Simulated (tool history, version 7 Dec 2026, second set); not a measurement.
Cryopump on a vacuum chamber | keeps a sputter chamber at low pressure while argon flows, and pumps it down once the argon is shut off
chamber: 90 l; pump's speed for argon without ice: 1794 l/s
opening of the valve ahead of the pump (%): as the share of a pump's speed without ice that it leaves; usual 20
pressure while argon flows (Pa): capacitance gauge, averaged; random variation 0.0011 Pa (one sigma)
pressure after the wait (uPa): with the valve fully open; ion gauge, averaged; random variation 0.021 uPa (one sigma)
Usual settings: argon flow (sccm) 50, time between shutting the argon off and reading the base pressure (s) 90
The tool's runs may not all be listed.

run,hour,argon flow (sccm),time between shutting the argon off and reading the base pressure (s),opening of the valve ahead of the pump (%),pressure while argon flows (Pa),pressure after the wait (uPa)
1,0.0,50,90,20,0.2361,1.65
2,11.0,50,90,37,0.1287,1.59
3,19.5,50,90,37,0.1298,1.68
4,29.4,50,90,56,0.0852,1.62
5,45.3,50,90,56,0.0862,1.60
6,58.6,50,90,56,0.0866,1.73
7,69.5,50,90,56,0.0869,1.68
8,83.4,50,90,20,0.2374,1.72
9,92.8,50,90,28,0.1714,1.66
10,108.7,50,90,28,0.1708,1.68
11,128.5,50,90,28,0.1721,1.73
12,145.3,50,90,28,0.1736,1.71
13,158.6,50,90,28,0.1723,1.72
14,172.8,50,90,28,0.1732,1.74
15,188.3,50,90,28,0.1721,1.78
16,207.2,50,90,29,0.1657,1.80
17,222.3,50,90,29,0.1659,1.79
18,233.3,50,90,29,0.1676,1.75
19,244.6,79,51,17,0.4440,2.09
20,260.3,79,51,17,0.4424,2.05
21,280.6,42,248,19,0.2136,1.62
22,292.7,34,26,19,0.1735,2.63
23,308.6,77,30,38,0.2017,2.50
24,324.3,41,30,37,0.1088,2.55
25,341.1,30,62,20,0.1442,2.06
26,358.8,85,47,24,0.3446,2.12
27,368.8,85,47,24,0.3471,2.19
28,389.8,23,59,22,0.1008,2.06
29,405.1,70,21,17,0.3981,3.05
30,423.9,70,21,17,0.3965,3.00
31,434.9,70,21,17,0.3983,3.14
32,453.0,44,41,20,0.2136,2.43
33,466.1,44,116,28,0.1543,1.87
34,484.0,55,43,36,0.1543,2.36

Hidden state or all else? Some run-to-run changes of pressure while argon flows (Pa), split into what the settings, what came in and random variation would give without the hidden state, and what is left for the hidden state (with any gauge scatter that isn't in both results):
The hidden state here: pump's speed, % of a pump's without ice; cold plate's temperature, K; leak into the chamber, uPa l/s; drift of the gauge itself on working_pa, %; drift of the gauge itself on base_upa, %.
Run 18 -> 19: argon flow (sccm) 50 -> 79, time between shutting the argon off and reading the base pressure (s) 90 -> 51, opening of the valve ahead of the pump (%) 29 -> 17. pressure while argon flows (Pa) +0.2764: hidden state +0.0028, all else +0.2736.
Run 25 -> 26: argon flow (sccm) 30 -> 85, time between shutting the argon off and reading the base pressure (s) 62 -> 47, opening of the valve ahead of the pump (%) 20 -> 24. pressure while argon flows (Pa) +0.2004: hidden state +0.0070, all else +0.1934.
Run 27 -> 28: argon flow (sccm) 85 -> 23, time between shutting the argon off and reading the base pressure (s) 47 -> 59, opening of the valve ahead of the pump (%) 24 -> 22. pressure while argon flows (Pa) -0.2463: hidden state -0.0079, all else -0.2384.
Run 28 -> 29: argon flow (sccm) 23 -> 70, time between shutting the argon off and reading the base pressure (s) 59 -> 21, opening of the valve ahead of the pump (%) 22 -> 17. pressure while argon flows (Pa) +0.2973: hidden state +0.0066, all else +0.2907.
